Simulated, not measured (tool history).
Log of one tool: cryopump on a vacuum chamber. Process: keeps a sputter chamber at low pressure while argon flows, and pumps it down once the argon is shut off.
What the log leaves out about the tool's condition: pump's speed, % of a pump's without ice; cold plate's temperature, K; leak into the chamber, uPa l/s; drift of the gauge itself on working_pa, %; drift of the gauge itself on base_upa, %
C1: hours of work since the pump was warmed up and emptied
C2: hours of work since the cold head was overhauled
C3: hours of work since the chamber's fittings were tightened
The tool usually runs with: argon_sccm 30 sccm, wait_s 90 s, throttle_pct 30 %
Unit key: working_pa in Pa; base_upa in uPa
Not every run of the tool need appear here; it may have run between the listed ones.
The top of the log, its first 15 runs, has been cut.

run 16 day=24.329 | argon_sccm=39 wait_s=90 throttle_pct=17 | C1=617 C2=1275 C3=1029 | working_pa=0.2167 base_upa=2.04
-- day=25.712 pump warmed up, emptied and cooled again
run 17 day=26.600 | argon_sccm=39 wait_s=90 throttle_pct=17 | C1=19 C2=1318 C3=1072 | working_pa=0.2091 base_upa=1.86
run 18 day=28.762 | argon_sccm=24 wait_s=129 throttle_pct=17 | C1=65 C2=1364 C3=1118 | working_pa=0.1297 base_upa=1.63
-- day=29.146 leaking fittings of the chamber tightened, without venting
run 19 day=30.246 | argon_sccm=18 wait_s=132 throttle_pct=19 | C1=94 C2=1394 C3=23 | working_pa=0.0861 base_upa=0.82
run 20 day=32.338 | argon_sccm=18 wait_s=215 throttle_pct=28 | C1=139 C2=1438 C3=68 | working_pa=0.0594 base_upa=0.60
run 21 day=34.042 | argon_sccm=29 wait_s=37 throttle_pct=24 | C1=175 C2=1475 C3=104 | working_pa=0.1117 base_upa=2.44
run 22 day=36.221 | argon_sccm=30 wait_s=90 throttle_pct=35 | C1=221 C2=1521 C3=150 | working_pa=0.0801 base_upa=1.19
run 23 day=37.946 | argon_sccm=14 wait_s=82 throttle_pct=35 | C1=258 C2=1558 C3=187 | working_pa=0.0373 base_upa=1.32
run 24 day=39.462 | argon_sccm=14 wait_s=82 throttle_pct=35 | C1=290 C2=1590 C3=219 | working_pa=0.0376 base_upa=1.35
run 25 day=40.367 | argon_sccm=24 wait_s=90 throttle_pct=33 | C1=309 C2=1609 C3=238 | working_pa=0.0675 base_upa=1.29

What will run 26 give?
run 26 day=42.375 | argon_sccm=17 wait_s=31 throttle_pct=21 | C1=352 C2=1652 C3=281 | working_pa=? base_upa=?

{"run 26": {"working_pa": 0.0757, "base_upa": 3.09}}
Without the tool's hidden state the same run would have given working_pa 0.0738 Pa, base_upa 2.82 uPa.
